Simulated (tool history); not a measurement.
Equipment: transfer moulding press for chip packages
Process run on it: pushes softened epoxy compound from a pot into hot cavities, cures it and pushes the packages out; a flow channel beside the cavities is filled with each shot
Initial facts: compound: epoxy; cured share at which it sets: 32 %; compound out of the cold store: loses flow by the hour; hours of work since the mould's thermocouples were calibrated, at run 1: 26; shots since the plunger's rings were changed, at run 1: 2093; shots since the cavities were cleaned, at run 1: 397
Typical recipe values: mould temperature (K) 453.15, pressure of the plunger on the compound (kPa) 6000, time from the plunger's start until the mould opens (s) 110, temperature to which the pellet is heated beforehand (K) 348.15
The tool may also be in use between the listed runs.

run,hour,mould temperature (K),pressure of the plunger on the compound (kPa),time from the plunger's start until the mould opens (s),temperature to which the pellet is heated beforehand (K),hours of work since the mould's thermocouples were calibrated,shots since the plunger's rings were changed,shots since the cavities were cleaned,incoming compound's hours out of the cold store,length that the compound runs in the flow channel (mm),greatest force on the pins that push the packages out (N)
1,0,453.15,6000,110,348.15,26,2093,397,12.1,553,438
2,20,453.15,6000,114,348.15,35,2234,538,22.8,530,437
3,38.6,454.15,6000,110,348.15,44,2366,670,14.5,541,428
4,48.7,454.15,6000,110,348.15,48,2438,742,23.9,523,452
5,63.5,451.15,6000,110,348.15,55,2542,846,39.7,503,493
6,79.9,453.15,5800,110,348.15,63,2658,962,43.1,483,470
7,90.7,453.15,5800,110,348.15,68,2734,1038,30.8,505,497
# hour 104.5: cavities cleaned with cleaning compound and waxed
8,107.9,453.15,5800,110,348.15,75,2845,24,26.6,510,336
9,126.2,453.15,5800,120,348.15,84,2975,154,47.2,474,350
10,139.2,453.15,5800,120,348.15,90,3067,246,41,479,357
11,150.4,453.15,5800,120,348.15,95,3146,325,36.4,492,371
12,166.5,453.15,5190,110,348.15,102,3260,439,29.5,472,429
# hour 175.7: plunger's sealing rings changed
13,186.4,453.15,5190,110,348.15,110,76,562,8.8,539,445
14,196,453.15,5190,110,348.15,115,144,630,42,480,428
15,207.6,453.15,5190,110,348.15,120,226,712,30.3,500,460
16,224.3,453.15,6080,110,348.15,128,344,830,27.8,542,452
17,237.9,458.15,5150,110,339.15,134,440,926,42.5,465,402
18,252.5,458.15,5150,110,339.15,141,543,1029,32,480,437
# hour 267.7: cavities cleaned with cleaning compound and waxed
19,273.3,448.15,7240,100,355.15,150,679,39,21.5,621,537
20,294.5,453.15,4540,110,342.15,160,829,189,29.2,462,384
# hour 298.2: mould's thermocouples calibrated
21,310.9,453.15,4540,110,342.15,6,931,291,40.4,446,406
22,324.7,453.15,6000,110,343.15,12,1029,389,35.3,518,419

Expected results for the next run?
23,341.3,453.15,4620,104,358.15,20,1146,506,43.6,?,?

length that the compound runs in the flow channel (mm): 440
greatest force on the pins that push the packages out (N): 449
Were there no unlogged condition in the tool, this run, its random variation unchanged, would have produced length that the compound runs in the flow channel (mm) 450, greatest force on the pins that push the packages out (N) 329.
